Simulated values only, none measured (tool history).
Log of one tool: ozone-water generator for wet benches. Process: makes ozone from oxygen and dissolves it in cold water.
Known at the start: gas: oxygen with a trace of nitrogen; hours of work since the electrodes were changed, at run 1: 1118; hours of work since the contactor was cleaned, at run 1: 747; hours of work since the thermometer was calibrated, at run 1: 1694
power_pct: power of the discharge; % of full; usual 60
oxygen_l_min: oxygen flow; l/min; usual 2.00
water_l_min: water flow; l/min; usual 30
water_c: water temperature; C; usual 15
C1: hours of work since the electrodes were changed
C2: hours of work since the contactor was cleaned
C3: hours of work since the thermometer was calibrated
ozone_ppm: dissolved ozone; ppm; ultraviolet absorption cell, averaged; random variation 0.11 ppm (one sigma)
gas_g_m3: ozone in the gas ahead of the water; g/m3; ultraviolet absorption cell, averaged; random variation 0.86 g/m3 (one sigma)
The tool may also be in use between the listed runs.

Run 1, day 0.000: usual settings; C1 1118; C2 747; C3 1694. Result: ozone_ppm 6.3 ppm, gas_g_m3 135.8 g/m3.
Run 2, day 1.021: usual settings but water_c 16 C; C1 1137; C2 766; C3 1713. Result: ozone_ppm 6.3 ppm, gas_g_m3 135.1 g/m3.
Run 3, day 2.017: usual settings but power_pct 80 % of full, water_c 16 C; C1 1156; C2 785; C3 1731. Result: ozone_ppm 8.1 ppm, gas_g_m3 173.2 g/m3.
Run 4, day 3.117: usual settings but power_pct 80 % of full, water_c 16 C; C1 1176; C2 805; C3 1752. Result: ozone_ppm 7.9 ppm, gas_g_m3 172.9 g/m3.
Run 5, day 4.262: usual settings but power_pct 80 % of full, water_c 16 C; C1 1197; C2 826; C3 1773. Result: ozone_ppm 7.9 ppm, gas_g_m3 171.5 g/m3.
Run 6, day 5.175: usual settings but power_pct 80 % of full, water_c 16 C; C1 1214; C2 843; C3 1790. Result: ozone_ppm 7.9 ppm, gas_g_m3 171.8 g/m3.
Run 7, day 5.983: usual settings but oxygen_l_min 1.78 l/min; C1 1230; C2 859; C3 1805. Result: ozone_ppm 6.1 ppm, gas_g_m3 145.3 g/m3.
Run 8, day 6.762: usual settings but water_c 10 C; C1 1244; C2 873; C3 1820. Result: ozone_ppm 6.3 ppm, gas_g_m3 134.6 g/m3.
Run 9, day 8.425: usual settings but oxygen_l_min 2.44 l/min, water_c 10 C; C1 1275; C2 904; C3 1851. Result: ozone_ppm 6.6 ppm, gas_g_m3 117.9 g/m3.
Run 10, day 9.583: usual settings but oxygen_l_min 2.44 l/min, water_c 10 C; C1 1297; C2 926; C3 1872. Result: ozone_ppm 6.5 ppm, gas_g_m3 118.1 g/m3.
Run 11, day 10.458: usual settings but oxygen_l_min 2.44 l/min, water_c 10 C; C1 1313; C2 942; C3 1888. Result: ozone_ppm 6.6 ppm, gas_g_m3 117.6 g/m3.
Run 12, day 11.575: usual settings but oxygen_l_min 2.44 l/min, water_c 10 C; C1 1334; C2 963; C3 1909. Result: ozone_ppm 6.4 ppm, gas_g_m3 118.1 g/m3.
Run 13, day 12.646: usual settings but power_pct 99 % of full, oxygen_l_min 2.17 l/min, water_l_min 44 l/min, water_c 21 C; C1 1354; C2 983; C3 1929. Result: ozone_ppm 5.9 ppm, gas_g_m3 191.8 g/m3.
Run 14, day 14.167: usual settings but power_pct 48 % of full, water_c 8 C; C1 1382; C2 1011; C3 1958. Result: ozone_ppm 5.2 ppm, gas_g_m3 111.9 g/m3.
Run 15, day 15.583: usual settings but power_pct 48 % of full, water_c 8 C; C1 1408; C2 1037; C3 1984. Result: ozone_ppm 5.3 ppm, gas_g_m3 111.4 g/m3.
At day 15.850: contactor cleaned.
Run 16, day 17.633: usual settings but power_pct 48 % of full, water_c 8 C; C1 1443; C2 33; C3 2019. Result: ozone_ppm 5.2 ppm, gas_g_m3 112.2 g/m3.
Run 17, day 19.112: usual settings but water_l_min 20 l/min; C1 1471; C2 61; C3 2047. Result: ozone_ppm 9.2 ppm, gas_g_m3 134.7 g/m3.
Run 18, day 20.917: usual settings but power_pct 82 % of full, oxygen_l_min 1.27 l/min; C1 1505; C2 94; C3 2080. Result: ozone_ppm 7.1 ppm, gas_g_m3 233.4 g/m3.
At day 21.196: contactor cleaned, once more.
Run 19, day 21.858: usual settings but power_pct 82 % of full, oxygen_l_min 1.27 l/min; C1 1519; C2 12; C3 2095. Result: ozone_ppm 7.1 ppm, gas_g_m3 231.7 g/m3.
Run 20, day 22.871: usual settings but power_pct 62 % of full, oxygen_l_min 1.93 l/min, water_l_min 26 l/min, water_c 10 C; C1 1538; C2 31; C3 2113. Result: ozone_ppm 7.4 ppm, gas_g_m3 141.3 g/m3.
Run 21, day 24.525: usual settings but power_pct 62 % of full, oxygen_l_min 1.91 l/min, water_l_min 19 l/min; C1 1569; C2 62; C3 2144. Result: ozone_ppm 10.0 ppm, gas_g_m3 141.8 g/m3.
Run 22, day 25.542: usual settings but power_pct 48 % of full, water_c 8 C; C1 1588; C2 81; C3 2163. Result: ozone_ppm 5.3 ppm, gas_g_m3 109.2 g/m3.
Run 23, day 27.071: usual settings but power_pct 52 % of full, water_l_min 19 l/min, water_c 10 C; C1 1616; C2 109; C3 2192. Result: ozone_ppm 9.1 ppm, gas_g_m3 118.3 g/m3.
Run 24, day 28.338: usual settings but oxygen_l_min 3.04 l/min, water_c 20 C; C1 1640; C2 133; C3 2215. Result: ozone_ppm 6.3 ppm, gas_g_m3 101.0 g/m3.

The same runs without the tool's hidden state, with the same run-to-run variation:
The hidden state here: yield of the discharge, % of new electrodes'; contactor's efficiency, % of a clean one's; true water temperature over the reading, C; drift of the gauge itself on ozone_ppm, %; drift of the gauge itself on gas_g_m3, %.
run  ozone_ppm  gas_g_m3
  1        6.6     141.0
  2        6.6     140.4
  3        8.5     182.1
  4        8.4     182.0
  5        8.4     180.7
  6        8.4     181.1
  7        6.4     151.6
  8        6.7     140.5
  9        7.0     123.2
 10        6.9     123.5
 11        6.9     123.1
 12        6.8     123.7
 13        6.4     205.6
 14        5.5     116.2
 15        5.6     115.7
 16        5.5     116.7
 17        9.8     141.8
 18        7.7     249.9
 19        7.6     248.3
 20        7.9     149.3
 21       10.6     150.0
 22        5.6     114.1
 23        9.6     124.3
 24        6.7     107.1
